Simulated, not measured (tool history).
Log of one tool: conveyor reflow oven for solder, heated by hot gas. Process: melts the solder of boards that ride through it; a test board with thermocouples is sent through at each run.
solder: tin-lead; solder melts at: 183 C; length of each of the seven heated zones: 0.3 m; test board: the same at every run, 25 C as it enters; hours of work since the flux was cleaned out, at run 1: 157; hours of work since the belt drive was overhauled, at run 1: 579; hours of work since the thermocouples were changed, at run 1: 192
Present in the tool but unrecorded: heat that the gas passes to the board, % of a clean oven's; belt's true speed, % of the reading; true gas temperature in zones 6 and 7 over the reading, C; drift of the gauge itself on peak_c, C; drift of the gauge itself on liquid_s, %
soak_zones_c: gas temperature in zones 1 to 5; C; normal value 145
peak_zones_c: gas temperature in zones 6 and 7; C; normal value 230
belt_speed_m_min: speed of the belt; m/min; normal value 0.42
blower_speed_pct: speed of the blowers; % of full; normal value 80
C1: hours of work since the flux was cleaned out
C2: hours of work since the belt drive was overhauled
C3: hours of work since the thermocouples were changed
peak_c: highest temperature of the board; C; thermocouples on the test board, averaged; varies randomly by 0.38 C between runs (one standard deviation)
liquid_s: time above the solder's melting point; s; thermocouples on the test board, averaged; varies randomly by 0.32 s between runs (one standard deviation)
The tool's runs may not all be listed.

run 1 hour=0 | soak_zones_c=145 peak_zones_c=230 belt_speed_m_min=0.42 blower_speed_pct=80 | C1=157 C2=579 C3=192 | peak_c=218.7 liquid_s=70.3
run 2 hour=33.9 | soak_zones_c=145 peak_zones_c=230 belt_speed_m_min=0.42 blower_speed_pct=58 | C1=177 C2=599 C3=212 | peak_c=213.1 liquid_s=63.9
run 3 hour=51.7 | soak_zones_c=145 peak_zones_c=230 belt_speed_m_min=0.42 blower_speed_pct=85 | C1=188 C2=610 C3=223 | peak_c=220.2 liquid_s=70.6
run 4 hour=78.1 | soak_zones_c=145 peak_zones_c=230 belt_speed_m_min=0.35 blower_speed_pct=80 | C1=204 C2=626 C3=238 | peak_c=222.5 liquid_s=88.4
-- hour=96.1 flux residue cleaned out of gas plates and filters
run 5 hour=111 | soak_zones_c=145 peak_zones_c=230 belt_speed_m_min=0.343 blower_speed_pct=80 | C1=9 C2=642 C3=255 | peak_c=223.2 liquid_s=91.4
run 6 hour=127 | soak_zones_c=145 peak_zones_c=230 belt_speed_m_min=0.343 blower_speed_pct=80 | C1=19 C2=652 C3=265 | peak_c=223.2 liquid_s=92
run 7 hour=163.4 | soak_zones_c=145 peak_zones_c=230 belt_speed_m_min=0.343 blower_speed_pct=80 | C1=40 C2=674 C3=287 | peak_c=222.8 liquid_s=91
run 8 hour=191.6 | soak_zones_c=145 peak_zones_c=230 belt_speed_m_min=0.343 blower_speed_pct=80 | C1=57 C2=691 C3=304 | peak_c=222.5 liquid_s=91.4
run 9 hour=219 | soak_zones_c=145 peak_zones_c=230 belt_speed_m_min=0.343 blower_speed_pct=80 | C1=74 C2=707 C3=320 | peak_c=222.3 liquid_s=91.4
run 10 hour=250.8 | soak_zones_c=145 peak_zones_c=230 belt_speed_m_min=0.343 blower_speed_pct=80 | C1=93 C2=726 C3=339 | peak_c=222.7 liquid_s=91
run 11 hour=287.2 | soak_zones_c=145 peak_zones_c=230 belt_speed_m_min=0.492 blower_speed_pct=80 | C1=115 C2=748 C3=361 | peak_c=214.8 liquid_s=55.7
run 12 hour=324.4 | soak_zones_c=145 peak_zones_c=230 belt_speed_m_min=0.492 blower_speed_pct=80 | C1=137 C2=771 C3=383 | peak_c=213.7 liquid_s=55.9
run 13 hour=361.3 | soak_zones_c=145 peak_zones_c=230 belt_speed_m_min=0.492 blower_speed_pct=80 | C1=159 C2=793 C3=406 | peak_c=214.3 liquid_s=55.4
run 14 hour=390.5 | soak_zones_c=145 peak_zones_c=230 belt_speed_m_min=0.492 blower_speed_pct=80 | C1=177 C2=810 C3=423 | peak_c=213.5 liquid_s=55.2
run 15 hour=429.1 | soak_zones_c=145 peak_zones_c=230 belt_speed_m_min=0.494 blower_speed_pct=80 | C1=200 C2=833 C3=446 | peak_c=212.7 liquid_s=54.5
-- hour=454 flux residue cleaned out of gas plates and filters
run 16 hour=457.6 | soak_zones_c=145 peak_zones_c=230 belt_speed_m_min=0.42 blower_speed_pct=80 | C1=2 C2=848 C3=460 | peak_c=218.5 liquid_s=70.5
run 17 hour=493 | soak_zones_c=145 peak_zones_c=230 belt_speed_m_min=0.42 blower_speed_pct=80 | C1=23 C2=869 C3=482 | peak_c=218.7 liquid_s=70.9
run 18 hour=518.5 | soak_zones_c=137 peak_zones_c=223 belt_speed_m_min=0.368 blower_speed_pct=53 | C1=39 C2=884 C3=497 | peak_c=208.6 liquid_s=65.1
run 19 hour=554.3 | soak_zones_c=140 peak_zones_c=230 belt_speed_m_min=0.42 blower_speed_pct=86 | C1=60 C2=906 C3=518 | peak_c=218.6 liquid_s=68.7
run 20 hour=576 | soak_zones_c=147 peak_zones_c=230 belt_speed_m_min=0.391 blower_speed_pct=86 | C1=73 C2=919 C3=531 | peak_c=221.4 liquid_s=79.8
run 21 hour=601.2 | soak_zones_c=147 peak_zones_c=230 belt_speed_m_min=0.391 blower_speed_pct=86 | C1=88 C2=934 C3=547 | peak_c=220.8 liquid_s=79.7
run 22 hour=632.2 | soak_zones_c=154 peak_zones_c=221 belt_speed_m_min=0.362 blower_speed_pct=79 | C1=107 C2=952 C3=565 | peak_c=213.4 liquid_s=83.9
run 23 hour=648.4 | soak_zones_c=134 peak_zones_c=221 belt_speed_m_min=0.362 blower_speed_pct=79 | C1=117 C2=962 C3=575 | peak_c=211.2 liquid_s=71
run 24 hour=674.4 | soak_zones_c=145 peak_zones_c=230 belt_speed_m_min=0.42 blower_speed_pct=83 | C1=132 C2=978 C3=591 | peak_c=217.9 liquid_s=70.3
run 25 hour=709.3 | soak_zones_c=139 peak_zones_c=230 belt_speed_m_min=0.445 blower_speed_pct=83 | C1=153 C2=999 C3=611 | peak_c=215.2 liquid_s=61.7
run 26 hour=727.7 | soak_zones_c=157 peak_zones_c=238 belt_speed_m_min=0.42 blower_speed_pct=80 | C1=164 C2=1010 C3=623 | peak_c=226.7 liquid_s=80.8
run 27 hour=749.7 | soak_zones_c=138 peak_zones_c=228 belt_speed_m_min=0.414 blower_speed_pct=67 | C1=178 C2=1023 C3=636 | peak_c=212.2 liquid_s=61.8
run 28 hour=782.9 | soak_zones_c=135 peak_zones_c=229 belt_speed_m_min=0.414 blower_speed_pct=67 | C1=198 C2=1043 C3=656 | peak_c=212.6 liquid_s=60.8
-- hour=813.7 flux residue cleaned out of gas plates and filters
run 29 hour=818.2 | soak_zones_c=135 peak_zones_c=229 belt_speed_m_min=0.414 blower_speed_pct=67 | C1=3 C2=1061 C3=674 | peak_c=213.7 liquid_s=62.4
run 30 hour=833.8 | soak_zones_c=141 peak_zones_c=221 belt_speed_m_min=0.42 blower_speed_pct=70 | C1=12 C2=1070 C3=683 | peak_c=207.5 liquid_s=58.7
run 31 hour=858.6 | soak_zones_c=141 peak_zones_c=221 belt_speed_m_min=0.42 blower_speed_pct=51 | C1=27 C2=1085 C3=698 | peak_c=203.5 liquid_s=49.1

Describe how what the log doesn't record of the tool's condition differs between the last listed run preceding each entry between runs and the first listed run following it.
After run 4, before run 5: flux residue cleaned out of gas plates and filters (hour 96.1)
  heat that the gas passes to the board, % of a clean oven's: 92.3 -> 99.5; belt's true speed, % of the reading: 99.32 -> 99.29; true gas temperature in zones 6 and 7 over the reading, C: -0.86 -> -0.92
  difference, measured minus the result without the unlogged condition, peak_c: -1.8 -> -0.8 C; liquid_s: -1 -> +0.1 s
After run 15, before run 16: flux residue cleaned out of gas plates and filters (hour 454)
  heat that the gas passes to the board, % of a clean oven's: 93.1 -> 99.7; belt's true speed, % of the reading: 99.01 -> 98.99; true gas temperature in zones 6 and 7 over the reading, C: -1.52 -> -1.56
  difference, measured minus the result without the unlogged condition, peak_c: -2.6 -> -1.3 C; liquid_s: -1.7 -> -0.1 s
After run 28, before run 29: flux residue cleaned out of gas plates and filters (hour 813.7)
  heat that the gas passes to the board, % of a clean oven's: 93.1 -> 99.7; belt's true speed, % of the reading: 98.7 -> 98.67; true gas temperature in zones 6 and 7 over the reading, C: -2.17 -> -2.23
  difference, measured minus the result without the unlogged condition, peak_c: -2.8 -> -1.6 C; liquid_s: -2.1 -> -0.6 s
